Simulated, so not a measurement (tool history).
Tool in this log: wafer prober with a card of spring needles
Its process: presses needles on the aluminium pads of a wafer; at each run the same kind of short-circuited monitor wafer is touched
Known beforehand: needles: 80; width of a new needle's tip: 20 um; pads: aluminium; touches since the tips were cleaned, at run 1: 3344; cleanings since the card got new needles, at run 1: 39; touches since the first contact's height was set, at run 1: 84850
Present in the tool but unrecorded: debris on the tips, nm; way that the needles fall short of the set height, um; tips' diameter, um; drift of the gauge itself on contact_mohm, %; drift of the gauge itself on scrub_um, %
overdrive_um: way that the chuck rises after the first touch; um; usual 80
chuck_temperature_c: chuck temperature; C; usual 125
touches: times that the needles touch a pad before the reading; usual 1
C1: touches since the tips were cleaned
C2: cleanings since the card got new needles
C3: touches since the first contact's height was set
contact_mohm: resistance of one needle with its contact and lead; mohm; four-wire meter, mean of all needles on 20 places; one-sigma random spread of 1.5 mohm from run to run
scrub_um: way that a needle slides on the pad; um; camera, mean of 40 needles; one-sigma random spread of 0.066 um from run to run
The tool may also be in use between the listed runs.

run 1 hour=0.0 | overdrive_um=80 chuck_temperature_c=125 touches=1 | C1=3344 C2=39 C3=84850 | contact_mohm=143 scrub_um=17.00
-- hour=5.1 tips cleaned on abrasive film
run 2 hour=10.2 | overdrive_um=80 chuck_temperature_c=125 touches=1 | C1=2595 C2=40 C3=89930 | contact_mohm=148 scrub_um=17.07
-- hour=16.7 tips cleaned on abrasive film
run 3 hour=16.9 | overdrive_um=80 chuck_temperature_c=125 touches=1 | C1=110 C2=41 C3=93216 | contact_mohm=145 scrub_um=17.03
run 4 hour=25.3 | overdrive_um=80 chuck_temperature_c=125 touches=1 | C1=4334 C2=41 C3=97440 | contact_mohm=146 scrub_um=16.97
-- hour=28.3 tips cleaned on abrasive film
run 5 hour=31.3 | overdrive_um=80 chuck_temperature_c=125 touches=1 | C1=1528 C2=42 C3=100399 | contact_mohm=144 scrub_um=17.10
-- hour=39.5 tips cleaned on abrasive film
run 6 hour=42.6 | overdrive_um=80 chuck_temperature_c=39 touches=1 | C1=1566 C2=43 C3=106019 | contact_mohm=131 scrub_um=17.08
-- hour=50.9 tips cleaned on abrasive film
run 7 hour=55.3 | overdrive_um=80 chuck_temperature_c=39 touches=1 | C1=2193 C2=44 C3=112316 | contact_mohm=134 scrub_um=17.17
-- hour=62.8 tips cleaned on abrasive film
run 8 hour=67.6 | overdrive_um=80 chuck_temperature_c=39 touches=1 | C1=2405 C2=45 C3=118453 | contact_mohm=134 scrub_um=17.03
run 9 hour=73.4 | overdrive_um=86 chuck_temperature_c=125 touches=1 | C1=5317 C2=45 C3=121365 | contact_mohm=145 scrub_um=18.36
-- hour=74.7 tips cleaned on abrasive film
run 10 hour=84.8 | overdrive_um=86 chuck_temperature_c=125 touches=1 | C1=5055 C2=46 C3=127007 | contact_mohm=144 scrub_um=18.33
-- hour=85.7 tips cleaned on abrasive film
run 11 hour=95.3 | overdrive_um=80 chuck_temperature_c=125 touches=1 | C1=4808 C2=47 C3=132205 | contact_mohm=146 scrub_um=17.12
-- hour=96.6 tips cleaned on abrasive film
run 12 hour=104.2 | overdrive_um=80 chuck_temperature_c=125 touches=1 | C1=3788 C2=48 C3=136632 | contact_mohm=146 scrub_um=17.25
-- hour=108.4 tips cleaned on abrasive film
run 13 hour=111.4 | overdrive_um=80 chuck_temperature_c=125 touches=1 | C1=1482 C2=49 C3=140195 | contact_mohm=147 scrub_um=17.22
-- hour=119.5 tips cleaned on abrasive film
run 14 hour=123.7 | overdrive_um=80 chuck_temperature_c=125 touches=1 | C1=2116 C2=50 C3=146304 | contact_mohm=147 scrub_um=17.18
-- hour=130.5 tips cleaned on abrasive film
run 15 hour=131.5 | overdrive_um=96 chuck_temperature_c=125 touches=1 | C1=490 C2=51 C3=150166 | contact_mohm=143 scrub_um=20.70
-- hour=135.4 height of the first contact set anew
-- hour=142.0 tips cleaned on abrasive film
run 16 hour=145.3 | overdrive_um=96 chuck_temperature_c=125 touches=1 | C1=1644 C2=52 C3=4902 | contact_mohm=142 scrub_um=20.70
-- hour=153.1 tips cleaned on abrasive film
run 17 hour=153.8 | overdrive_um=95 chuck_temperature_c=125 touches=1 | C1=339 C2=53 C3=9108 | contact_mohm=143 scrub_um=20.50
-- hour=164.4 tips cleaned on abrasive film
run 18 hour=164.4 | overdrive_um=80 chuck_temperature_c=43 touches=1 | C1=0 C2=54 C3=14389 | contact_mohm=132 scrub_um=17.20
run 19 hour=174.5 | overdrive_um=93 chuck_temperature_c=91 touches=2 | C1=5022 C2=54 C3=19411 | contact_mohm=139 scrub_um=20.07
-- hour=175.9 tips cleaned on abrasive film
-- hour=180.5 gauge calibrated
run 20 hour=184.3 | overdrive_um=93 chuck_temperature_c=91 touches=2 | C1=4210 C2=55 C3=24315 | contact_mohm=140 scrub_um=19.80
-- hour=187.2 tips cleaned on abrasive film
run 21 hour=190.6 | overdrive_um=79 chuck_temperature_c=82 touches=2 | C1=1657 C2=56 C3=27382 | contact_mohm=139 scrub_um=16.95
-- hour=198.5 tips cleaned on abrasive film
run 22 hour=198.5 | overdrive_um=89 chuck_temperature_c=125 touches=1 | C1=0 C2=57 C3=31328 | contact_mohm=145 scrub_um=18.91
run 23 hour=207.1 | overdrive_um=89 chuck_temperature_c=125 touches=3 | C1=4307 C2=57 C3=35635 | contact_mohm=145 scrub_um=18.90
-- hour=210.1 tips cleaned on abrasive film
run 24 hour=220.4 | overdrive_um=89 chuck_temperature_c=125 touches=3 | C1=5155 C2=58 C3=42257 | contact_mohm=144 scrub_um=18.99
-- hour=221.4 tips cleaned on abrasive film
run 25 hour=226.5 | overdrive_um=79 chuck_temperature_c=85 touches=1 | C1=2508 C2=59 C3=45228 | contact_mohm=138 scrub_um=16.80
-- hour=233.0 tips cleaned on abrasive film
run 26 hour=233.0 | overdrive_um=79 chuck_temperature_c=85 touches=1 | C1=0 C2=60 C3=48437 | contact_mohm=140 scrub_um=16.96
run 27 hour=241.9 | overdrive_um=80 chuck_temperature_c=125 touches=2 | C1=4480 C2=60 C3=52917 | contact_mohm=147 scrub_um=17.16
-- hour=244.6 tips cleaned on abrasive film
run 28 hour=250.8 | overdrive_um=69 chuck_temperature_c=109 touches=2 | C1=3132 C2=61 C3=57348 | contact_mohm=146 scrub_um=14.76
-- hour=256.2 tips cleaned on abrasive film
run 29 hour=260.7 | overdrive_um=69 chuck_temperature_c=109 touches=2 | C1=2252 C2=62 C3=62237 | contact_mohm=147 scrub_um=14.85
-- hour=267.7 tips cleaned on abrasive film
run 30 hour=273.3 | overdrive_um=80 chuck_temperature_c=27 touches=1 | C1=2824 C2=63 C3=68508 | contact_mohm=133 scrub_um=17.15
-- hour=279.6 tips cleaned on abrasive film
run 31 hour=284.1 | overdrive_um=85 chuck_temperature_c=40 touches=2 | C1=2275 C2=64 C3=73885 | contact_mohm=131 scrub_um=18.20
-- hour=291.5 tips cleaned on abrasive film
run 32 hour=295.3 | overdrive_um=70 chuck_temperature_c=50 touches=2 | C1=1901 C2=65 C3=79447 | contact_mohm=134 scrub_um=15.08

For some of the steps in scrub_um from one run to the next: how much would appear even if the tool had no hidden state, given the settings, what came in and random variation, and how much remains for the hidden state plus any gauge scatter that the measured result and the result without hidden state don't share?
Run 14 -> 15: overdrive_um 80 -> 96, tips cleaned on abrasive film. scrub_um +3.52 um: hidden state +0.07, all else +3.45.
Run 17 -> 18: overdrive_um 95 -> 80, chuck_temperature_c 125 -> 43, tips cleaned on abrasive film. scrub_um -3.30 um: hidden state -0.04, all else -3.26.
Run 18 -> 19: overdrive_um 80 -> 93, chuck_temperature_c 43 -> 91, touches 1 -> 2. scrub_um +2.87 um: hidden state +0.07, all else +2.80.
Run 19 -> 20: tips cleaned on abrasive film, gauge calibrated. scrub_um -0.27 um: hidden state -0.36, all else +0.09.
Run 31 -> 32: overdrive_um 85 -> 70, chuck_temperature_c 40 -> 50, tips cleaned on abrasive film. scrub_um -3.12 um: hidden state -0.01, all else -3.11.
